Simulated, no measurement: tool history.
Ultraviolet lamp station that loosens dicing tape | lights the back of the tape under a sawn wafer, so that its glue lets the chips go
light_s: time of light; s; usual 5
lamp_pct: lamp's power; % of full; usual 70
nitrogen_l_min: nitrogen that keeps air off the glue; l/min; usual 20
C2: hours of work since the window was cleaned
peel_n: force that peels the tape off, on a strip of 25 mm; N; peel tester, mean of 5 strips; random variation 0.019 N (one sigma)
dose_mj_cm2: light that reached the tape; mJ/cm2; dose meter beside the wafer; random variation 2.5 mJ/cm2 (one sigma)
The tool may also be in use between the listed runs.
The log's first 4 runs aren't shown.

run 5 day=2.875 | light_s=4 lamp_pct=70 nitrogen_l_min=20 | hours_of_work_of_the_lamp=285 C2=314 | peel_n=1.357 dose_mj_cm2=255
run 6 day=3.396 | light_s=5 lamp_pct=70 nitrogen_l_min=18 | hours_of_work_of_the_lamp=291 C2=320 | peel_n=1.026 dose_mj_cm2=310
run 7 day=4.121 | light_s=5 lamp_pct=70 nitrogen_l_min=18 | hours_of_work_of_the_lamp=300 C2=328 | peel_n=0.997 dose_mj_cm2=311
run 8 day=4.721 | light_s=5 lamp_pct=70 nitrogen_l_min=18 | hours_of_work_of_the_lamp=307 C2=335 | peel_n=0.984 dose_mj_cm2=314
run 9 day=5.079 | light_s=5 lamp_pct=70 nitrogen_l_min=7 | hours_of_work_of_the_lamp=311 C2=340 | peel_n=1.857 dose_mj_cm2=312
run 10 day=5.783 | light_s=5 lamp_pct=70 nitrogen_l_min=7 | hours_of_work_of_the_lamp=320 C2=348 | peel_n=1.822 dose_mj_cm2=314
run 11 day=6.492 | light_s=5 lamp_pct=60 nitrogen_l_min=7 | hours_of_work_of_the_lamp=328 C2=356 | peel_n=2.180 dose_mj_cm2=268
run 12 day=7.083 | light_s=5 lamp_pct=60 nitrogen_l_min=7 | hours_of_work_of_the_lamp=335 C2=363 | peel_n=2.225 dose_mj_cm2=271
run 13 day=7.592 | light_s=5 lamp_pct=60 nitrogen_l_min=7 | hours_of_work_of_the_lamp=341 C2=369 | peel_n=2.189 dose_mj_cm2=270
run 14 day=7.988 | light_s=5 lamp_pct=70 nitrogen_l_min=8 | hours_of_work_of_the_lamp=345 C2=374 | peel_n=1.672 dose_mj_cm2=316
run 15 day=8.571 | light_s=5 lamp_pct=70 nitrogen_l_min=8 | hours_of_work_of_the_lamp=352 C2=381 | peel_n=1.744 dose_mj_cm2=313
run 16 day=9.029 | light_s=5 lamp_pct=70 nitrogen_l_min=8 | hours_of_work_of_the_lamp=358 C2=386 | peel_n=1.743 dose_mj_cm2=313
run 17 day=9.604 | light_s=5 lamp_pct=76 nitrogen_l_min=20 | hours_of_work_of_the_lamp=364 C2=393 | peel_n=0.815 dose_mj_cm2=341
run 18 day=10.158 | light_s=5 lamp_pct=76 nitrogen_l_min=20 | hours_of_work_of_the_lamp=371 C2=399 | peel_n=0.800 dose_mj_cm2=341
run 19 day=10.662 | light_s=5 lamp_pct=70 nitrogen_l_min=20 | hours_of_work_of_the_lamp=377 C2=405 | peel_n=0.918 dose_mj_cm2=318
run 20 day=11.196 | light_s=5 lamp_pct=70 nitrogen_l_min=20 | hours_of_work_of_the_lamp=383 C2=412 | peel_n=0.939 dose_mj_cm2=314
run 21 day=11.538 | light_s=5 lamp_pct=94 nitrogen_l_min=20 | hours_of_work_of_the_lamp=387 C2=416 | peel_n=0.531 dose_mj_cm2=421
run 22 day=12.083 | light_s=5 lamp_pct=94 nitrogen_l_min=20 | hours_of_work_of_the_lamp=394 C2=422 | peel_n=0.529 dose_mj_cm2=424
run 23 day=12.588 | light_s=5 lamp_pct=94 nitrogen_l_min=20 | hours_of_work_of_the_lamp=400 C2=428 | peel_n=0.534 dose_mj_cm2=425
run 24 day=13.167 | light_s=3 lamp_pct=81 nitrogen_l_min=31 | hours_of_work_of_the_lamp=406 C2=435 | peel_n=1.306 dose_mj_cm2=215
run 25 day=13.842 | light_s=3 lamp_pct=81 nitrogen_l_min=31 | hours_of_work_of_the_lamp=414 C2=443 | peel_n=1.301 dose_mj_cm2=222
run 26 day=14.425 | light_s=4 lamp_pct=81 nitrogen_l_min=31 | hours_of_work_of_the_lamp=421 C2=450 | peel_n=0.786 dose_mj_cm2=290

Run 27 comes next. What will it give?
run 27 day=15.238 | light_s=8 lamp_pct=76 nitrogen_l_min=11 | hours_of_work_of_the_lamp=431 C2=459 | peel_n=? dose_mj_cm2=?

Run 27 gave peel_n 0.518 N, dose_mj_cm2 547 mJ/cm2.
Without the tool's hidden state the same run would have given peel_n 0.516 N, dose_mj_cm2 548 mJ/cm2.
